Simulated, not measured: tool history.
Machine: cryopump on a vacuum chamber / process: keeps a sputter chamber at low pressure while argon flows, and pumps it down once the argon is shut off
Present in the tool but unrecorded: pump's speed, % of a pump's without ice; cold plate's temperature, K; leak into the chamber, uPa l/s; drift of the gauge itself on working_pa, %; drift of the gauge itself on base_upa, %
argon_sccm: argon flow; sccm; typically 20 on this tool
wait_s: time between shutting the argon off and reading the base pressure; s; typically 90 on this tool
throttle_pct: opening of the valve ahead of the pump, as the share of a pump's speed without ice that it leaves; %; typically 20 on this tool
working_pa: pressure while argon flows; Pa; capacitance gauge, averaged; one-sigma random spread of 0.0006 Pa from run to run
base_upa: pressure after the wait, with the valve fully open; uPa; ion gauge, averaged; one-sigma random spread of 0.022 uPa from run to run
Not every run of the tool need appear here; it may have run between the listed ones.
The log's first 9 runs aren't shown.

run,hour,argon_sccm,wait_s,throttle_pct,hours of work since the pump was warmed up and emptied,hours of work since the cold head was overhauled,hours of work since the chamber's fittings were tightened,working_pa,base_upa
10,366.1,20,90,20,572,572,2301,0.0863,1.83
11,417.2,20,90,20,596,596,2325,0.0862,1.91
12,453.6,20,90,20,614,614,2342,0.0870,1.85
13,486.0,20,90,44,629,629,2358,0.0404,1.90
14,523.9,20,90,57,647,647,2376,0.0319,1.93
15,576.8,20,199,57,672,672,2401,0.0324,1.72
16,611.4,20,199,57,689,689,2417,0.0327,1.72
17,651.8,20,199,57,708,708,2437,0.0322,1.75
# hour 693.1: leaking fittings of the chamber tightened, without venting
18,708.7,20,199,57,734,734,7,0.0338,0.36
19,752.4,20,87,37,755,755,28,0.0477,0.68
20,797.8,8,40,38,776,776,50,0.0187,1.20
# hour 822.2: pump warmed up, emptied and cooled again
21,832.8,8,40,38,5,790,64,0.0170,1.18
22,855.5,25,184,29,16,801,75,0.0733,0.40
23,896.8,10,283,24,35,821,94,0.0350,0.32
24,931.3,10,283,24,52,837,111,0.0355,0.35
25,964.9,9,66,45,68,853,127,0.0167,0.83
26,1004.9,17,292,20,87,872,146,0.0716,0.39
27,1028.4,17,292,20,98,883,157,0.0709,0.38
28,1066.4,15,48,34,116,901,175,0.0379,1.14
29,1098.8,20,70,60,131,917,190,0.0290,0.83
30,1122.2,20,36,60,143,928,202,0.0290,1.41
31,1146.0,32,42,31,154,939,213,0.0885,1.29
32,1188.3,32,21,16,174,959,233,0.1677,2.14
33,1234.1,32,21,16,196,981,255,0.1700,2.16

Here are 5 independent what-if runs from the current tool condition. What would each one return?
A,1289.5,20,26,20,222,1008,281,?,?
B,1289.5,8,135,47,222,1008,281,?,?
C,1289.5,30,22,35,222,1008,281,?,?
D,1289.5,25,91,27,222,1008,281,?,?
E,1289.5,32,21,28,222,1008,281,?,?

run,working_pa,base_upa
A,0.0851,1.87
B,0.0146,0.61
C,0.0739,2.11
D,0.0794,0.79
E,0.0976,2.25
Without the tool's hidden state the same runs would have given:
run,working_pa,base_upa
A,0.0839,1.71
B,0.0141,0.45
C,0.0720,1.96
D,0.0778,0.63
E,0.0956,2.09
